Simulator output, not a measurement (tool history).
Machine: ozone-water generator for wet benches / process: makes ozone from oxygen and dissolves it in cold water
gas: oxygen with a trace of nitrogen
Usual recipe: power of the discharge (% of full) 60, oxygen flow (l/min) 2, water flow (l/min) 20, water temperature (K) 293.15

run   hour  power of the discharge (% of full)  oxygen flow (l/min)  water flow (l/min)  water temperature (K)  dissolved ozone (ppm)  ozone in the gas ahead of the water (g/m3)
  1    0.0                                  60                    2                  20                 293.15                    9.9                                       242.6
  2   60.8                                  60                    2                  20                 293.15                    9.9                                       240.1
  3  142.1                                  60                    2                  20                 293.15                   10.0                                       245.2
     207.3  -- water thermometer calibrated
  4  224.1                                  60                    2                  20                 293.15                    9.7                                       244.8
  5  297.7                                  60                    2                  20                 293.15                   10.0                                       242.3
  6  374.3                                  60                    2                  20                 293.15                    9.9                                       242.4
  7  433.2                                  60                    2                  20                 293.15                   10.0                                       242.3
  8  515.1                                  88                    2                  20                 293.15                   12.4                                       305.6
  9  593.3                                  43                    2                  20                 293.15                    8.0                                       198.7
 10  649.7                                  70                    2                  20                 292.15                   10.9                                       266.0
 11  716.1                                  70                    2                  14                 292.15                   16.6                                       265.5

Run 12 comes next. What will it give?
 12  767.0                                  70                    2                  14                 292.15                      ?                                           ?

Run 12 yielded dissolved ozone (ppm) 16.5, ozone in the gas ahead of the water (g/m3) 267.4.
Were there no unlogged condition in the tool, this run, its random variation unchanged, would have produced dissolved ozone (ppm) 17.3, ozone in the gas ahead of the water (g/m3) 270.3.
